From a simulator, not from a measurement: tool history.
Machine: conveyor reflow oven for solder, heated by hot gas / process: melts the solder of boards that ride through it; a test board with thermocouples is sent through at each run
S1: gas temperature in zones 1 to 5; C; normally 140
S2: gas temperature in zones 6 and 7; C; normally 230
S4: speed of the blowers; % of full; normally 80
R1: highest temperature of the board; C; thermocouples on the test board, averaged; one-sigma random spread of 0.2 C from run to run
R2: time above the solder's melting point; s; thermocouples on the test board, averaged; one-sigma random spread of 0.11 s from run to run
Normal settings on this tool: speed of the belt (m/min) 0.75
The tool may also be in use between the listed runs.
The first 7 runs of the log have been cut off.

run 8 day=7.129 | S1=140 S2=230 speed_of_the_belt_(m/min)=0.836 S4=80 | R1=213.6 R2=36.6
-- day=7.454 thermocouples of zones 6 and 7 changed
run 9 day=8.558 | S1=140 S2=230 speed_of_the_belt_(m/min)=0.836 S4=80 | R1=215.4 R2=37.4
run 10 day=9.242 | S1=146 S2=230 speed_of_the_belt_(m/min)=0.75 S4=80 | R1=219.1 R2=46
run 11 day=10.221 | S1=140 S2=230 speed_of_the_belt_(m/min)=0.75 S4=80 | R1=218.1 R2=44
run 12 day=11.075 | S1=140 S2=230 speed_of_the_belt_(m/min)=0.75 S4=80 | R1=217.9 R2=43.7
run 13 day=11.871 | S1=140 S2=230 speed_of_the_belt_(m/min)=0.75 S4=80 | R1=218.2 R2=43.8
run 14 day=12.846 | S1=140 S2=230 speed_of_the_belt_(m/min)=0.791 S4=80 | R1=216.4 R2=40.6
run 15 day=13.692 | S1=140 S2=230 speed_of_the_belt_(m/min)=0.791 S4=62 | R1=212.3 R2=37.4
run 16 day=15.033 | S1=140 S2=230 speed_of_the_belt_(m/min)=0.791 S4=62 | R1=212.1 R2=37
run 17 day=16.383 | S1=140 S2=222 speed_of_the_belt_(m/min)=0.75 S4=54 | R1=204.2 R2=33.4
-- day=16.679 flux residue cleaned out of gas plates and filters
run 18 day=17.55 | S1=140 S2=233 speed_of_the_belt_(m/min)=0.75 S4=80 | R1=219.7 R2=44.5
run 19 day=18.617 | S1=140 S2=233 speed_of_the_belt_(m/min)=0.75 S4=72 | R1=217.6 R2=43.2
run 20 day=19.267 | S1=144 S2=236 speed_of_the_belt_(m/min)=0.836 S4=51 | R1=210.9 R2=34.9
run 21 day=20.342 | S1=154 S2=230 speed_of_the_belt_(m/min)=0.75 S4=72 | R1=217.2 R2=47.3
-- day=20.725 flux residue cleaned out of gas plates and filters, once more
run 22 day=21.192 | S1=154 S2=240 speed_of_the_belt_(m/min)=0.75 S4=50 | R1=221.6 R2=49.4
run 23 day=21.812 | S1=154 S2=240 speed_of_the_belt_(m/min)=0.75 S4=50 | R1=221.7 R2=49
run 24 day=22.742 | S1=140 S2=230 speed_of_the_belt_(m/min)=0.674 S4=80 | R1=220.8 R2=50.9
run 25 day=23.583 | S1=140 S2=230 speed_of_the_belt_(m/min)=0.674 S4=80 | R1=220.2 R2=50.9
run 26 day=24.846 | S1=140 S2=230 speed_of_the_belt_(m/min)=0.674 S4=80 | R1=220.1 R2=50.8
run 27 day=25.704 | S1=140 S2=230 speed_of_the_belt_(m/min)=0.674 S4=70 | R1=218.2 R2=49.6
run 28 day=26.604 | S1=140 S2=230 speed_of_the_belt_(m/min)=0.661 S4=70 | R1=218.7 R2=50.7
run 29 day=27.533 | S1=140 S2=229 speed_of_the_belt_(m/min)=0.799 S4=69 | R1=212.5 R2=37.8
run 30 day=28.758 | S1=140 S2=229 speed_of_the_belt_(m/min)=0.799 S4=69 | R1=212.9 R2=37.8
run 31 day=29.654 | S1=140 S2=220 speed_of_the_belt_(m/min)=0.622 S4=52 | R1=207.1 R2=44.8

Consider 3 possible next runs. They are alternatives, not a sequence: every one starts from the tool as it was left by run 31. What does each give?
run A day=30.617 | S1=140 S2=230 speed_of_the_belt_(m/min)=0.757 S4=66 | R1=? R2=?
run B day=30.617 | S1=128 S2=228 speed_of_the_belt_(m/min)=0.75 S4=79 | R1=? R2=?
run C day=30.617 | S1=140 S2=231 speed_of_the_belt_(m/min)=0.622 S4=54 | R1=? R2=?

run=A R1=213.9 R2=41
run=B R1=213.3 R2=38.8
run=C R1=217.6 R2=52.7
Without the tool's unlogged condition, the same runs would have read:
run=A R1=215.4 R2=41.5
run=B R1=214.9 R2=39.5
run=C R1=219 R2=53.1
